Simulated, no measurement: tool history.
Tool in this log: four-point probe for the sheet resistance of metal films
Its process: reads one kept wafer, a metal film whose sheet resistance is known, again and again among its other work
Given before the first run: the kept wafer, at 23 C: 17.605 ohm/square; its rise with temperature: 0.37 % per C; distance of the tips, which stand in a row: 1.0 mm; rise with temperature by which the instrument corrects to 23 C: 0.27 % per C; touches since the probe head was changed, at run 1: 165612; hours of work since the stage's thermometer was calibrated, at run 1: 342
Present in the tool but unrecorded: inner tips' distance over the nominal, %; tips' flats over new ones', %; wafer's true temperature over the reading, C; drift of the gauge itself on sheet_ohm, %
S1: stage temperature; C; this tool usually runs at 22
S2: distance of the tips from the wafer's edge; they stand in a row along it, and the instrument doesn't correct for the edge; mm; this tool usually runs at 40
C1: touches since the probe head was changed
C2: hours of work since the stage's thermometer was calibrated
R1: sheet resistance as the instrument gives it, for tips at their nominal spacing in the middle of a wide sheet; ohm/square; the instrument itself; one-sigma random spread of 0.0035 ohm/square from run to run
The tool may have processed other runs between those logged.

run 1 day=0.000 | S1=22 S2=40 | C1=165612 C2=342 | R1=17.728441
run 2 day=2.496 | S1=22 S2=40 | C1=168151 C2=378 | R1=17.731064
run 3 day=6.250 | S1=22 S2=40 | C1=171967 C2=431 | R1=17.729031
run 4 day=9.596 | S1=22 S2=40 | C1=175371 C2=478 | R1=17.728066
run 5 day=14.779 | S1=22 S2=40 | C1=180638 C2=552 | R1=17.736278
run 6 day=19.162 | S1=22 S2=40 | C1=185097 C2=614 | R1=17.738753
run 7 day=24.850 | S1=22 S2=40 | C1=190879 C2=694 | R1=17.741070
run 8 day=29.375 | S1=22 S2=40 | C1=195478 C2=758 | R1=17.750290
run 9 day=31.754 | S1=22 S2=40 | C1=197897 C2=792 | R1=17.748716
run 10 day=35.246 | S1=22 S2=40 | C1=201449 C2=841 | R1=17.751471
run 11 day=40.371 | S1=22 S2=40 | C1=206658 C2=914 | R1=17.758640
run 12 day=44.138 | S1=22 S2=40 | C1=210489 C2=967 | R1=17.757813
run 13 day=49.712 | S1=22 S2=40 | C1=216158 C2=1046 | R1=17.759447
run 14 day=52.112 | S1=19 S2=8 | C1=218598 C2=1080 | R1=17.844632
run 15 day=57.333 | S1=19 S2=8 | C1=223905 C2=1154 | R1=17.856340
run 16 day=61.829 | S1=20 S2=47 | C1=228477 C2=1218 | R1=17.732039
-- day=64.242 new probe head fitted
-- day=64.608 stage's thermometer calibrated
run 17 day=64.942 | S1=19 S2=48 | C1=691 C2=5 | R1=17.540519
run 18 day=69.450 | S1=25 S2=56 | C1=5276 C2=69 | R1=17.648032
run 19 day=73.829 | S1=24 S2=56 | C1=9727 C2=131 | R1=17.636979
run 20 day=76.750 | S1=22 S2=69 | C1=12696 C2=172 | R1=17.610438
run 21 day=81.529 | S1=19 S2=20 | C1=17556 C2=240 | R1=17.577718
run 22 day=86.838 | S1=27 S2=18 | C1=22953 C2=315 | R1=17.720868
run 23 day=90.042 | S1=31 S2=40 | C1=26210 C2=360 | R1=17.770132

What would each run have given without the hidden state, its run-to-run variation left as it was?
run=1 R1=17.594184
run=2 R1=17.594974
run=3 R1=17.590311
run=4 R1=17.587261
run=5 R1=17.591769
run=6 R1=17.591337
run=7 R1=17.589818
run=8 R1=17.595378
run=9 R1=17.592284
run=10 R1=17.592802
run=11 R1=17.596482
run=12 R1=17.593269
run=13 R1=17.591180
run=14 R1=17.674389
run=15 R1=17.682730
run=16 R1=17.556911
run=17 R1=17.533403
run=18 R1=17.638156
run=19 R1=17.624063
run=20 R1=17.595769
run=21 R1=17.559895
run=22 R1=17.699249
run=23 R1=17.746498

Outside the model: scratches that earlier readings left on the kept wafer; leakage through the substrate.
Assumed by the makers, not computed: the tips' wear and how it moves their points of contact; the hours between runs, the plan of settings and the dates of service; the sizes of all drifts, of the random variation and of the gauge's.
